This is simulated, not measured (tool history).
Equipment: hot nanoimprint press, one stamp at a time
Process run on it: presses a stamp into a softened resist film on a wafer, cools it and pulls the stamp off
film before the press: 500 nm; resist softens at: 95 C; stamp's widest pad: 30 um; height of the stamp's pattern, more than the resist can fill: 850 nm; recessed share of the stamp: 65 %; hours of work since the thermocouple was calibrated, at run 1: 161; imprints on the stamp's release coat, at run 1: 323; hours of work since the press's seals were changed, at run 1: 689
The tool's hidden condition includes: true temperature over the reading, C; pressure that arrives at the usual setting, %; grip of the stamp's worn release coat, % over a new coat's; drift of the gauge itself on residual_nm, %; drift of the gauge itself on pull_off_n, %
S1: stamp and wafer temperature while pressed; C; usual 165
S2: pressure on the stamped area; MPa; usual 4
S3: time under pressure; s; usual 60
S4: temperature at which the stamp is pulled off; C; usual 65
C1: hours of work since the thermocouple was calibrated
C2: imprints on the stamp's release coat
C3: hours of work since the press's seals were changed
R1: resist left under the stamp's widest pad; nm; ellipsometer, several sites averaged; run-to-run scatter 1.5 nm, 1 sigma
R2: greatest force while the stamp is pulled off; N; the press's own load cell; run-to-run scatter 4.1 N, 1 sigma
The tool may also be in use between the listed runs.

Run 1, hour 0: usual settings; C1 161; C2 323; C3 689. Result: R1 237.8 nm, R2 198 N.
Run 2, hour 14.7: usual settings; C1 169; C2 354; C3 697. Result: R1 238.7 nm, R2 197 N.
Run 3, hour 31.5: usual settings but S4 55 C; C1 179; C2 390; C3 707. Result: R1 238.7 nm, R2 222 N.
Run 4, hour 48.1: usual settings but S4 55 C; C1 189; C2 425; C3 717. Result: R1 238.3 nm, R2 222 N.
Run 5, hour 62.6: usual settings but S2 4.3 MPa; C1 197; C2 455; C3 725. Result: R1 227.9 nm, R2 200 N.
Run 6, hour 85.1: usual settings but S2 4.3 MPa; C1 211; C2 503; C3 739. Result: R1 230.1 nm, R2 202 N.
Run 7, hour 112.6: usual settings but S2 4.3 MPa; C1 227; C2 560; C3 755. Result: R1 231.4 nm, R2 192 N.
Run 8, hour 141.2: usual settings but S2 4.3 MPa; C1 244; C2 620; C3 771. Result: R1 230.6 nm, R2 202 N.
Run 9, hour 159.2: usual settings but S2 4.3 MPa; C1 254; C2 658; C3 782. Result: R1 229 nm, R2 193 N.
Run 10, hour 184.6: usual settings but S1 162 C; C1 269; C2 712; C3 797. Result: R1 258.5 nm, R2 198 N.
Run 11, hour 207.9: usual settings but S2 2.87 MPa; C1 283; C2 761; C3 811. Result: R1 272.1 nm, R2 204 N.
Run 12, hour 221.4: usual settings but S3 62 s; C1 291; C2 789; C3 819. Result: R1 236.5 nm, R2 203 N.
Run 13, hour 242.6: usual settings but S2 3.92 MPa, S3 62 s, S4 70 C; C1 303; C2 834; C3 831. Result: R1 236.8 nm, R2 192 N.
Run 14, hour 267.3: usual settings but S1 167 C, S3 46 s, S4 55 C; C1 317; C2 886; C3 845. Result: R1 245.1 nm, R2 219 N.
Run 15, hour 283.9: usual settings but S2 6.37 MPa, S3 59 s; C1 327; C2 921; C3 855. Result: R1 192.9 nm, R2 197 N.
Run 16, hour 297: usual settings but S2 6.37 MPa, S3 59 s; C1 335; C2 948; C3 863. Result: R1 194.4 nm, R2 200 N.
Run 17, hour 316.8: usual settings but S1 174 C, S2 2.45 MPa, S4 67 C; C1 347; C2 990; C3 874. Result: R1 227.5 nm, R2 190 N.

Run 18 is up next; what results do you expect?
Run 18, hour 332.8: usual settings but S1 157 C, S2 5.47 MPa, S4 67 C; C1 356; C2 1024; C3 884. Result: R1 ?, R2 ?.

{"run 18": {"R1": 266.9, "R2": 192}}
Minus the tool's unlogged condition, the same run would have read R1 266.7 nm, R2 191 N.
